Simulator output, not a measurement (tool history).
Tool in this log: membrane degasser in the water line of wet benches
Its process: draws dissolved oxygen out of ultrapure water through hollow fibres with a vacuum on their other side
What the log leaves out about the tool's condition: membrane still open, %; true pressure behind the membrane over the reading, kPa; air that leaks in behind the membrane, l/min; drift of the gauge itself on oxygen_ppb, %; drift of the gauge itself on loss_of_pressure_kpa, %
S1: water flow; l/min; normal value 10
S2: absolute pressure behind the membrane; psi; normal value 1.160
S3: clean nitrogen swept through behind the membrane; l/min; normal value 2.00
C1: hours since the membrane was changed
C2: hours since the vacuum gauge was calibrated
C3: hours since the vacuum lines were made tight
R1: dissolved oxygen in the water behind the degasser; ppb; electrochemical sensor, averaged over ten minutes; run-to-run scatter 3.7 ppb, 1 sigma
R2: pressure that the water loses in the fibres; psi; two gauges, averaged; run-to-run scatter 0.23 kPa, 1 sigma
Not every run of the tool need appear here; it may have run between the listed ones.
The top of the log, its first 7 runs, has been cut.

run,hour,S1,S2,S3,C1,C2,C3,R1,R2
8,1075.6,10,1.160,2.00,1147,2749,781,379.9,8.601
9,1169.0,10,1.160,2.00,1241,2842,874,387.1,8.557
10,1311.4,10,1.160,2.00,1383,2984,1017,392.8,8.579
11,1457.7,10,1.160,2.00,1530,3131,1163,388.7,8.538
12,1542.4,8,1.160,2.00,1614,3215,1248,258.7,6.883
13,1707.4,8,1.160,2.00,1779,3380,1413,258.2,6.918
14,1858.4,8,1.160,2.00,1930,3531,1564,258.9,6.898
15,2000.1,8,1.160,2.09,2072,3673,1705,263.2,6.918
16,2143.1,8,1.160,2.00,2215,3816,1848,263.3,6.992
17,2229.6,9,0.912,1.47,2301,3902,1935,323.6,7.760
18,2399.0,8,1.387,1.07,2471,4072,2104,333.6,6.960
19,2596.9,11,1.555,1.33,2669,4270,2302,530.5,9.577
20,2726.7,6,0.859,1.01,2799,4400,2432,160.0,5.195
21,2834.8,6,0.859,1.01,2907,4508,2540,161.3,5.214
22,3032.3,6,0.859,1.01,3104,4705,2738,158.7,5.221
23,3210.9,7,1.462,4.91,3283,4884,2916,195.8,6.074
24,3306.6,7,1.160,1.45,3378,4980,3012,226.5,6.151
25,3449.1,7,1.160,1.45,3521,5122,3154,231.0,6.161
26,3531.8,7,1.160,1.45,3604,5205,3237,230.1,6.196
27,3634.0,7,0.892,0.89,3706,5307,3339,231.0,6.129
28,3827.4,7,0.982,1.87,3899,5500,3533,206.4,6.134
29,4006.6,7,0.982,1.87,4078,5679,3712,213.2,6.150
30,4165.9,13,1.841,1.87,4238,5839,3871,696.0,11.443
31,4277.6,13,1.841,1.87,4349,5950,3983,690.7,11.439

Branching from run 31: 3 alternative next runs. What would each branch give?
A,4439.7,11,1.160,2.00,4512,6113,4145,?,?
B,4439.7,15,1.295,4.13,4512,6113,4145,?,?
C,4439.7,8,1.160,2.00,4512,6113,4145,?,?

run,R1,R2
A,490.8,9.722
B,741.2,13.235
C,279.9,7.072
Take away the tool's hidden state, keep each run's random variation, and the runs would have read:
run,R1,R2
A,439.9,9.365
B,675.6,12.750
C,246.0,6.814
